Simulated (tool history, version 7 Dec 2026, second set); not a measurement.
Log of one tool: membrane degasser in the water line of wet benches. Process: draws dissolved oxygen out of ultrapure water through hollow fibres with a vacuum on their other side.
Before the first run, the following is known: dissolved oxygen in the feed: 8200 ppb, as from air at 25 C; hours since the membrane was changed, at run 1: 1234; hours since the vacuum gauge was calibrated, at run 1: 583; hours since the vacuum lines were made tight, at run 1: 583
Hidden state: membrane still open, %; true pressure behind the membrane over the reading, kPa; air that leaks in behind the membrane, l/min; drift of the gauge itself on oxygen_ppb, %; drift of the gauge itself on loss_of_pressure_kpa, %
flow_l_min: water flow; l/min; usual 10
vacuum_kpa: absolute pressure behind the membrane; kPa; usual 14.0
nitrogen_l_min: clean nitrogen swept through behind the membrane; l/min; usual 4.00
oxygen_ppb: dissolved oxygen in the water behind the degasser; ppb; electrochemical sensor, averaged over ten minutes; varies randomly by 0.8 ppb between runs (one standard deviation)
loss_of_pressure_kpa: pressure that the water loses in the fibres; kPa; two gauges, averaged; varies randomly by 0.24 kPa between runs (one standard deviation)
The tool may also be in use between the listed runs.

run,hour,flow_l_min,vacuum_kpa,nitrogen_l_min,hours since the membrane was changed,hours since the vacuum gauge was calibrated,hours since the vacuum lines were made tight,oxygen_ppb,loss_of_pressure_kpa
1,0.0,10,14.0,4.00,1234,583,583,75.3,63.63
2,192.9,10,14.0,2.51,1427,776,776,112.6,64.05
3,410.2,10,14.0,4.00,1644,993,993,76.2,64.13
4,510.4,10,14.0,4.00,1745,1094,1094,74.3,64.40
5,658.9,10,14.0,4.00,1893,1242,1242,75.1,64.31
6,883.8,10,11.1,4.00,2118,1467,1467,58.9,64.41
# hour 902.7: vacuum gauge calibrated
7,1104.4,10,14.0,4.00,2338,202,1687,75.8,64.79
8,1208.4,10,14.0,4.00,2442,306,1791,76.0,64.58
9,1347.0,16,14.0,4.00,2581,444,1930,168.8,103.57
10,1517.1,16,15.4,4.00,2751,614,2100,179.7,104.15
11,1645.0,16,15.4,4.00,2879,742,2228,185.0,104.41
12,1787.3,16,15.4,4.00,3021,885,2370,181.7,104.06
# hour 1857.7: vacuum gauge calibrated, once more
13,1931.8,16,15.4,4.00,3165,74,2514,182.1,104.39
14,2100.7,16,15.4,4.00,3334,243,2683,183.4,104.04
15,2277.6,6,9.9,4.00,3511,420,2860,25.5,39.40
16,2475.5,6,9.9,4.00,3709,618,3058,26.6,39.26
17,2682.8,6,9.9,4.00,3916,825,3265,26.1,39.43
18,2856.3,6,32.0,4.00,4090,999,3438,109.3,39.23
19,2957.6,6,32.0,4.00,4191,1100,3540,109.9,39.44

Consider 5 possible next runs. They are alternatives, not a sequence: every one starts from the tool as it was left by run 19. What does each give?
A,3181.3,9,32.0,6.11,4414,1324,3763,?,?
B,3181.3,15,34.9,4.00,4414,1324,3763,?,?
C,3181.3,14,10.5,8.55,4414,1324,3763,?,?
D,3181.3,8,14.0,6.13,4414,1324,3763,?,?
E,3181.3,12,32.0,4.00,4414,1324,3763,?,?

run,oxygen_ppb,loss_of_pressure_kpa
A,111.9,58.97
B,343.2,99.07
C,71.9,92.22
D,39.0,52.53
E,232.5,78.92
Without the tool's hidden state the same runs would have given:
run,oxygen_ppb,loss_of_pressure_kpa
A,108.9,56.77
B,331.2,95.39
C,63.7,88.80
D,37.5,50.58
E,225.6,75.98
